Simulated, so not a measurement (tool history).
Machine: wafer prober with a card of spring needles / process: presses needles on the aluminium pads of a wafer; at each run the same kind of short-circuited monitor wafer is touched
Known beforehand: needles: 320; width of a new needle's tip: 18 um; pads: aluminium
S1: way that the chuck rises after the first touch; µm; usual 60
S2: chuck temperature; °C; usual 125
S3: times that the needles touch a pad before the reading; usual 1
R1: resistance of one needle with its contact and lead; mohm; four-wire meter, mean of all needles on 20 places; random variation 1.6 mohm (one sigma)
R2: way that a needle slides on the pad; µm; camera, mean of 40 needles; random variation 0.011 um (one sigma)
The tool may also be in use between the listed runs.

run,hour,S1,S2,S3,R1,R2
1,0.0,60,125,1,273,7.38
# hour 7.7: tips cleaned on abrasive film
# hour 21.1: tips cleaned on abrasive film
2,28.5,44,125,1,437,5.38
# hour 33.5: tips cleaned on abrasive film
# hour 46.6: tips cleaned on abrasive film
# hour 59.9: tips cleaned on abrasive film
3,64.5,44,103,1,383,5.35
# hour 72.6: tips cleaned on abrasive film
# hour 84.4: tips cleaned on abrasive film
4,84.4,61,125,1,181,7.47
# hour 97.7: tips cleaned on abrasive film
# hour 111.5: tips cleaned on abrasive film
# hour 111.8: height of the first contact set anew
5,113.7,61,125,1,217,7.39
# hour 124.7: tips cleaned on abrasive film
# hour 136.0: tips cleaned on abrasive film
# hour 149.5: tips cleaned on abrasive film
6,150.5,61,125,1,208,7.37
# hour 162.9: tips cleaned on abrasive film
7,169.2,54,42,2,256,6.48
# hour 174.9: tips cleaned on abrasive film
# hour 186.4: tips cleaned on abrasive film
8,194.0,65,42,2,243,7.85
# hour 199.3: tips cleaned on abrasive film
# hour 210.7: tips cleaned on abrasive film
9,210.7,62,33,1,168,7.44
# hour 222.8: tips cleaned on abrasive film
# hour 235.0: tips cleaned on abrasive film
# hour 248.1: tips cleaned on abrasive film
10,248.9,66,86,1,183,7.91
# hour 260.5: tips cleaned on abrasive film
# hour 272.2: tips cleaned on abrasive film
# hour 285.5: tips cleaned on abrasive film
11,288.7,69,86,2,201,8.26
# hour 297.0: tips cleaned on abrasive film
# hour 308.9: tips cleaned on abrasive film
# hour 322.7: height of the first contact set anew, once more
# hour 322.8: tips cleaned on abrasive film
12,327.2,42,57,2,297,5.22

Results per run with the tool's hidden condition removed, run-to-run variation unchanged:
Hidden state at play: debris on the tips, nm; way that the needles fall short of the set height, um; tips' diameter, um; drift of the gauge itself on contact_mohm, %; drift of the gauge itself on scrub_um, %.
run,R1,R2
1,156,7.45
2,166,5.47
3,164,5.46
4,158,7.60
5,157,7.58
6,157,7.59
7,144,6.71
8,141,8.09
9,141,7.71
10,147,8.20
11,147,8.58
12,157,5.23
